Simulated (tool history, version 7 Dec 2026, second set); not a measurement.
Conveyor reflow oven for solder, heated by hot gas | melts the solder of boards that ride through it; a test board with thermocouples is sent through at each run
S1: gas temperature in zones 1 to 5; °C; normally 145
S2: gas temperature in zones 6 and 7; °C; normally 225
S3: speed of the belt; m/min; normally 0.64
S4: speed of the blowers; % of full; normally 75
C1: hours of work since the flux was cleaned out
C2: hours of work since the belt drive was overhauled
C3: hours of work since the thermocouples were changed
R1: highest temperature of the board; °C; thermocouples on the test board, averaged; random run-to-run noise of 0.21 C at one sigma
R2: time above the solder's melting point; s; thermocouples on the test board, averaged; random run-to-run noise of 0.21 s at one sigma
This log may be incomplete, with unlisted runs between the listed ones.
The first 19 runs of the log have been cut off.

run,day,S1,S2,S3,S4,C1,C2,C3,R1,R2
20,22.862,142,217,0.64,69,237,479,92,199.7,39
21,24.033,146,231,0.63,80,254,496,109,214,57.3
22,25.625,146,231,0.63,80,277,519,132,214.1,57.3
23,26.717,146,231,0.661,81,293,535,148,212,53.3
# day 27.925: flux residue cleaned out of gas plates and filters
24,28.346,155,238,0.661,60,6,556,169,217.5,60.8
25,29.733,156,234,0.573,60,26,576,189,218.9,72.4
26,31.138,145,236,0.64,75,47,596,209,218,59.3
27,32.492,145,225,0.583,75,66,616,229,211.3,60.4
28,33.75,135,233,0.599,67,85,634,247,213.2,55.7
29,34.667,142,232,0.542,62,98,647,261,215.8,67.8
30,35.692,145,232,0.64,58,113,662,275,210.4,52

Forecast each of these 5 alternatives for the next run:
A,36.754,159,219,0.538,75,128,678,291,?,?
B,36.754,150,225,0.757,58,128,678,291,?,?
C,36.754,134,232,0.591,58,128,678,291,?,?
D,36.754,140,225,0.64,54,128,678,291,?,?
E,36.754,145,222,0.64,51,128,678,291,?,?

run,R1,R2
A,209.4,72.4
B,199.9,34.4
C,210.6,52.8
D,202,41.1
E,200.2,39.9
Without the tool's hidden state the same runs would have given:
run,R1,R2
A,210.7,72.7
B,201.2,35.6
C,212,53.5
D,203.3,42.2
E,201.4,41.2

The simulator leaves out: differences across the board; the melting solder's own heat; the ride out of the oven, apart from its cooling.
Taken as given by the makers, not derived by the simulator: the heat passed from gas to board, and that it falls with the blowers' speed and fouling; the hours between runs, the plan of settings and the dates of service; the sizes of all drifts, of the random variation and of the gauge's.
